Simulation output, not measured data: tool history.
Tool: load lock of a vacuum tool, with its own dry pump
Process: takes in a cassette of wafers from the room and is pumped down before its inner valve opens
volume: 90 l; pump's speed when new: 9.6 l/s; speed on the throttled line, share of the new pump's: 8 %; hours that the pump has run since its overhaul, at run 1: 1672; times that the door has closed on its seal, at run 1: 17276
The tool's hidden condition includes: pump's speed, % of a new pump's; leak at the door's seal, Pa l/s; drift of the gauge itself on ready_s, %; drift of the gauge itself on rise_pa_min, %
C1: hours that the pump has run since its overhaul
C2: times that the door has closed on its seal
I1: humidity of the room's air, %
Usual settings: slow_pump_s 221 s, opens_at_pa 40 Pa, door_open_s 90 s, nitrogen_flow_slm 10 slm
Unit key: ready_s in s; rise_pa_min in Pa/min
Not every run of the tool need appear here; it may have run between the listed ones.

run 1 hour=0.0 | slow_pump_s=221 opens_at_pa=40 door_open_s=90 nitrogen_flow_slm=10 | C1=1672 C2=17276 | I1=47.0 | ready_s=279.9 rise_pa_min=0.074
run 2 hour=157.8 | slow_pump_s=221 opens_at_pa=40 door_open_s=90 nitrogen_flow_slm=10 | C1=1829 C2=17532 | I1=41.0 | ready_s=278.8 rise_pa_min=0.074
run 3 hour=318.7 | slow_pump_s=221 opens_at_pa=40 door_open_s=90 nitrogen_flow_slm=10 | C1=1990 C2=17793 | I1=43.7 | ready_s=278.0 rise_pa_min=0.076
run 4 hour=537.8 | slow_pump_s=221 opens_at_pa=40 door_open_s=90 nitrogen_flow_slm=10 | C1=2209 C2=18149 | I1=44.6 | ready_s=279.0 rise_pa_min=0.074
run 5 hour=786.5 | slow_pump_s=221 opens_at_pa=40 door_open_s=90 nitrogen_flow_slm=10 | C1=2458 C2=18553 | I1=46.0 | ready_s=278.4 rise_pa_min=0.077
run 6 hour=975.0 | slow_pump_s=221 opens_at_pa=49 door_open_s=90 nitrogen_flow_slm=10 | C1=2646 C2=18859 | I1=41.9 | ready_s=277.5 rise_pa_min=0.072
run 7 hour=1211.7 | slow_pump_s=221 opens_at_pa=40 door_open_s=90 nitrogen_flow_slm=37 | C1=2883 C2=19243 | I1=44.4 | ready_s=279.2 rise_pa_min=0.069
run 8 hour=1388.8 | slow_pump_s=221 opens_at_pa=40 door_open_s=90 nitrogen_flow_slm=37 | C1=3060 C2=19530 | I1=45.9 | ready_s=279.2 rise_pa_min=0.068
run 9 hour=1517.0 | slow_pump_s=221 opens_at_pa=40 door_open_s=90 nitrogen_flow_slm=37 | C1=3189 C2=19738 | I1=43.4 | ready_s=278.4 rise_pa_min=0.070
run 10 hour=1758.8 | slow_pump_s=221 opens_at_pa=40 door_open_s=90 nitrogen_flow_slm=37 | C1=3430 C2=20131 | I1=44.4 | ready_s=279.7 rise_pa_min=0.071
run 11 hour=1989.9 | slow_pump_s=221 opens_at_pa=40 door_open_s=90 nitrogen_flow_slm=37 | C1=3661 C2=20506 | I1=46.9 | ready_s=278.8 rise_pa_min=0.074
run 12 hour=2112.7 | slow_pump_s=221 opens_at_pa=40 door_open_s=90 nitrogen_flow_slm=37 | C1=3784 C2=20705 | I1=45.0 | ready_s=279.5 rise_pa_min=0.073
run 13 hour=2319.0 | slow_pump_s=221 opens_at_pa=40 door_open_s=90 nitrogen_flow_slm=37 | C1=3991 C2=21040 | I1=47.5 | ready_s=278.7 rise_pa_min=0.078
run 14 hour=2434.9 | slow_pump_s=221 opens_at_pa=69 door_open_s=90 nitrogen_flow_slm=10 | C1=4106 C2=21228 | I1=44.5 | ready_s=274.9 rise_pa_min=0.088
run 15 hour=2615.7 | slow_pump_s=221 opens_at_pa=69 door_open_s=90 nitrogen_flow_slm=10 | C1=4287 C2=21522 | I1=45.0 | ready_s=273.6 rise_pa_min=0.095
run 16 hour=2826.2 | slow_pump_s=221 opens_at_pa=33 door_open_s=30 nitrogen_flow_slm=10 | C1=4498 C2=21863 | I1=45.0 | ready_s=283.0 rise_pa_min=0.085
run 17 hour=3074.6 | slow_pump_s=159 opens_at_pa=80 door_open_s=90 nitrogen_flow_slm=10 | C1=4746 C2=22267 | I1=46.1 | ready_s=217.0 rise_pa_min=0.097
run 18 hour=3307.6 | slow_pump_s=180 opens_at_pa=80 door_open_s=90 nitrogen_flow_slm=15 | C1=4979 C2=22645 | I1=46.9 | ready_s=236.0 rise_pa_min=0.095
run 19 hour=3434.3 | slow_pump_s=221 opens_at_pa=40 door_open_s=90 nitrogen_flow_slm=15 | C1=5106 C2=22850 | I1=43.9 | ready_s=279.5 rise_pa_min=0.089
run 20 hour=3566.8 | slow_pump_s=221 opens_at_pa=48 door_open_s=34 nitrogen_flow_slm=10 | C1=5238 C2=23066 | I1=43.4 | ready_s=280.3 rise_pa_min=0.081
run 21 hour=3797.3 | slow_pump_s=221 opens_at_pa=48 door_open_s=34 nitrogen_flow_slm=10 | C1=5469 C2=23440 | I1=44.6 | ready_s=279.4 rise_pa_min=0.085
run 22 hour=4048.2 | slow_pump_s=221 opens_at_pa=48 door_open_s=34 nitrogen_flow_slm=10 | C1=5720 C2=23847 | I1=42.4 | ready_s=279.7 rise_pa_min=0.096
run 23 hour=4250.2 | slow_pump_s=134 opens_at_pa=51 door_open_s=66 nitrogen_flow_slm=10 | C1=5922 C2=24175 | I1=43.1 | ready_s=199.6 rise_pa_min=0.095
run 24 hour=4430.2 | slow_pump_s=134 opens_at_pa=51 door_open_s=66 nitrogen_flow_slm=10 | C1=6102 C2=24467 | I1=43.1 | ready_s=200.1 rise_pa_min=0.101
run 25 hour=4537.9 | slow_pump_s=134 opens_at_pa=51 door_open_s=66 nitrogen_flow_slm=10 | C1=6209 C2=24642 | I1=43.7 | ready_s=201.2 rise_pa_min=0.102
run 26 hour=4704.6 | slow_pump_s=260 opens_at_pa=36 door_open_s=46 nitrogen_flow_slm=20 | C1=6376 C2=24912 | I1=47.3 | ready_s=318.6 rise_pa_min=0.092
run 27 hour=4948.0 | slow_pump_s=260 opens_at_pa=36 door_open_s=46 nitrogen_flow_slm=20 | C1=6620 C2=25307 | I1=42.2 | ready_s=318.9 rise_pa_min=0.093
run 28 hour=5161.3 | slow_pump_s=260 opens_at_pa=36 door_open_s=46 nitrogen_flow_slm=20 | C1=6833 C2=25654 | I1=45.6 | ready_s=319.6 rise_pa_min=0.096
run 29 hour=5338.7 | slow_pump_s=343 opens_at_pa=55 door_open_s=90 nitrogen_flow_slm=10 | C1=7010 C2=25942 | I1=44.4 | ready_s=391.0 rise_pa_min=0.111
run 30 hour=5507.1 | slow_pump_s=343 opens_at_pa=55 door_open_s=90 nitrogen_flow_slm=10 | C1=7179 C2=26215 | I1=43.2 | ready_s=388.0 rise_pa_min=0.108

Each run again, without the hidden state but with its own random variation kept:
run=1 ready_s=277.7 rise_pa_min=0.025
run=2 ready_s=276.5 rise_pa_min=0.024
run=3 ready_s=275.7 rise_pa_min=0.027
run=4 ready_s=276.4 rise_pa_min=0.023
run=5 ready_s=275.7 rise_pa_min=0.024
run=6 ready_s=274.8 rise_pa_min=0.017
run=7 ready_s=276.3 rise_pa_min=0.012
run=8 ready_s=276.1 rise_pa_min=0.011
run=9 ready_s=275.3 rise_pa_min=0.012
run=10 ready_s=276.4 rise_pa_min=0.011
run=11 ready_s=275.4 rise_pa_min=0.013
run=12 ready_s=276.0 rise_pa_min=0.012
run=13 ready_s=275.0 rise_pa_min=0.015
run=14 ready_s=271.4 rise_pa_min=0.024
run=15 ready_s=270.0 rise_pa_min=0.030
run=16 ready_s=278.8 rise_pa_min=0.018
run=17 ready_s=212.8 rise_pa_min=0.027
run=18 ready_s=231.8 rise_pa_min=0.024
run=19 ready_s=275.0 rise_pa_min=0.018
run=20 ready_s=275.9 rise_pa_min=0.009
run=21 ready_s=274.8 rise_pa_min=0.011
run=22 ready_s=275.0 rise_pa_min=0.018
run=23 ready_s=194.1 rise_pa_min=0.018
run=24 ready_s=194.5 rise_pa_min=0.023
run=25 ready_s=195.5 rise_pa_min=0.021
run=26 ready_s=313.4 rise_pa_min=0.009
run=27 ready_s=313.6 rise_pa_min=0.008
run=28 ready_s=314.1 rise_pa_min=0.011
run=29 ready_s=386.5 rise_pa_min=0.023
run=30 ready_s=383.4 rise_pa_min=0.021

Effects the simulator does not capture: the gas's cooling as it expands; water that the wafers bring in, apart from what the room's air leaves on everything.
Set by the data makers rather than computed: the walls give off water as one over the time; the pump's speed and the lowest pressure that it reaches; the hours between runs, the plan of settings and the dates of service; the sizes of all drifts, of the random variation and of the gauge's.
